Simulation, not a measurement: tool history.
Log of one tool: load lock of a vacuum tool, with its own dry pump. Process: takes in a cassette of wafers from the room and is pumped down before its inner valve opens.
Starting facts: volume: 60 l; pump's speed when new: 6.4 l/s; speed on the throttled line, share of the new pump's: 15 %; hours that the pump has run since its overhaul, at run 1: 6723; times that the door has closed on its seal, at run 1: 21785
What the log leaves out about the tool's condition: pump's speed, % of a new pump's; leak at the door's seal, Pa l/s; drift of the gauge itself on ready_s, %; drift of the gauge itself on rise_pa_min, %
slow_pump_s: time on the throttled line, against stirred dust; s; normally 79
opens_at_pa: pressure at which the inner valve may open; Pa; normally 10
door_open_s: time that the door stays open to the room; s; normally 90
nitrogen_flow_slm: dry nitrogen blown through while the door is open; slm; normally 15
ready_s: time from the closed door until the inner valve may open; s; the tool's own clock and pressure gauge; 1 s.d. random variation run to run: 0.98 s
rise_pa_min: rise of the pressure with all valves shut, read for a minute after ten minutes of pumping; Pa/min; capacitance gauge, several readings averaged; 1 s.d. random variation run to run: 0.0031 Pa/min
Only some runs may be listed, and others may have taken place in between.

run,day,slow_pump_s,opens_at_pa,door_open_s,nitrogen_flow_slm,hours that the pump has run since its overhaul,times that the door has closed on its seal,"incoming humidity of the room's air, %",ready_s,rise_pa_min
1,0,79,10,90,15,6723,21785,45.4,154.3,0.07
2,6.533,79,8,90,15,6880,22233,48.6,157.6,0.075
3,16.05,79,8,90,15,7109,22885,48.5,155.5,0.08
4,24.65,79,8,90,15,7315,23474,46.7,157,0.067
# day 30.121: door's seal changed, seat wiped
5,30.288,77,10,90,15,7449,12,44.1,153.5,0.066
6,39.729,77,10,90,15,7675,659,47.6,151.8,0.066
7,44.596,100,10,90,15,7792,992,44.3,172.7,0.068
8,50.875,100,10,90,15,7943,1422,44.7,174.4,0.072
9,57.171,100,10,90,15,8094,1853,45.4,170.7,0.069
10,61.95,100,10,90,15,8209,2181,46.8,173.5,0.072
11,69.379,60,10,90,15,8387,2690,46.6,140.3,0.077
12,73.738,79,10,30,15,8492,2988,43.2,154.4,0.037
13,82.192,79,10,30,15,8694,3568,44.1,155.1,0.033
14,90.933,79,10,30,15,8904,4167,44.6,154,0.037
15,99.367,79,10,90,15,9107,4744,48.5,154.4,0.074
16,105.342,79,10,90,15,9250,5154,43,154.7,0.066
17,113.479,79,10,101,15,9445,5711,46.1,155.6,0.076
18,118.85,45,10,90,15,9574,6079,45.9,126.9,0.074
19,124.008,45,10,90,15,9698,6433,42.9,125.5,0.065
20,128.333,58,10,42,16,9802,6729,45.3,135.3,0.049
21,134.888,58,10,42,16,9959,7178,45.2,137.6,0.043
22,144.138,72,17,90,6,10181,7812,44.6,144.7,0.083
23,149.246,84,10,34,10,10304,8162,45.4,159.7,0.042
24,155.288,42,17,34,24,10449,8576,44.9,117.1,0.03
25,161.771,42,17,34,24,10604,9020,42.3,117.8,0.033
26,171.558,87,7,90,15,10839,9690,46.5,164.4,0.073
27,179.283,87,7,90,15,11025,10220,43.2,165,0.066
28,184.342,87,19,90,8,11146,10566,45.3,154.3,0.083
29,192.571,87,15,90,8,11344,11130,48.1,157.2,0.08
30,199.754,87,15,66,8,11516,11622,43.5,156.9,0.06
31,208.825,68,9,90,23,11734,12244,46.5,146.3,0.069
32,213.046,68,9,90,23,11835,12533,47.2,144.7,0.066
33,217.883,106,16,90,23,11951,12864,44.3,174.9,0.059
34,226.071,106,16,90,23,12148,13425,45,174.8,0.063
35,236.154,63,11,90,21,12390,14116,42.1,139.3,0.061
36,244.383,69,11,90,20,12587,14680,44.2,146.5,0.065
37,253.688,69,11,90,20,12810,15317,44.3,145.2,0.057
38,259.467,69,11,90,20,12949,15713,46.2,145.9,0.066

Consider 3 possible next runs. They are alternatives, not a sequence: every one starts from the tool as it was left by run 38. What does each give?
A,263.883,69,18,90,20,13055,16016,50,?,?
B,263.883,69,11,90,20,13055,16016,43.4,?,?
C,263.883,79,10,90,10,13055,16016,49.1,?,?

run,ready_s,rise_pa_min
A,139.4,0.072
B,145.2,0.067
C,155.3,0.081
Take away the tool's hidden state, keep each run's random variation, and the runs would have read:
run,ready_s,rise_pa_min
A,139.3,0.072
B,145.1,0.066
C,155.3,0.081
